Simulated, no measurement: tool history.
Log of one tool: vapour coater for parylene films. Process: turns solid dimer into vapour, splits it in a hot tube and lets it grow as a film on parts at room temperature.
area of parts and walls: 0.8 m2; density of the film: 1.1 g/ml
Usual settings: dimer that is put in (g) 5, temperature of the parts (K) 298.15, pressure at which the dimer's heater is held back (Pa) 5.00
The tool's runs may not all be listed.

run,hour,dimer that is put in (g),temperature of the parts (K),pressure at which the dimer's heater is held back (Pa),thickness of the film (µm)
1,0.0,5,298.15,5.00,2.91
2,23.3,5,298.15,5.00,2.91
3,44.3,5,298.15,5.00,2.92
4,84.0,5,296.15,5.00,3.06
5,130.9,5,296.15,5.00,3.07
6,174.3,5,296.15,5.00,3.02
7,219.7,5,296.15,5.00,3.02
8,254.5,5,298.15,5.57,2.77
9,283.4,5,298.15,5.57,2.83
10,303.8,5,298.15,5.00,2.82
11,335.2,5,298.15,5.00,2.85
12,366.1,5,301.15,3.06,2.84
13,407.5,5,298.15,2.35,3.27
14,434.4,5,298.15,2.35,3.25
15,470.9,4,298.15,2.35,2.58
16,498.1,2,291.15,8.89,1.22
17,536.1,4,298.15,9.11,1.97
18,576.9,4,298.15,9.11,1.96
19,608.9,4,298.15,9.11,1.94
# hour 638.8: trap's valve overhauled
20,651.7,9,298.15,9.11,4.69
21,674.0,9,298.15,9.11,4.71

5 ways to go on from here, each from the tool as it stands after run 21. What would each give?
A,695.5,3,298.15,5.00,?
B,695.5,5,298.15,3.29,?
C,695.5,4,297.15,9.11,?
D,695.5,6,291.15,5.00,?
E,695.5,5,296.15,4.27,?

run,thickness of the film (µm)
A,1.80
B,3.20
C,2.17
D,4.41
E,3.21
Without the tool's hidden state the same runs would have given:
run,thickness of the film (µm)
A,1.75
B,3.12
C,2.11
D,4.30
E,3.13
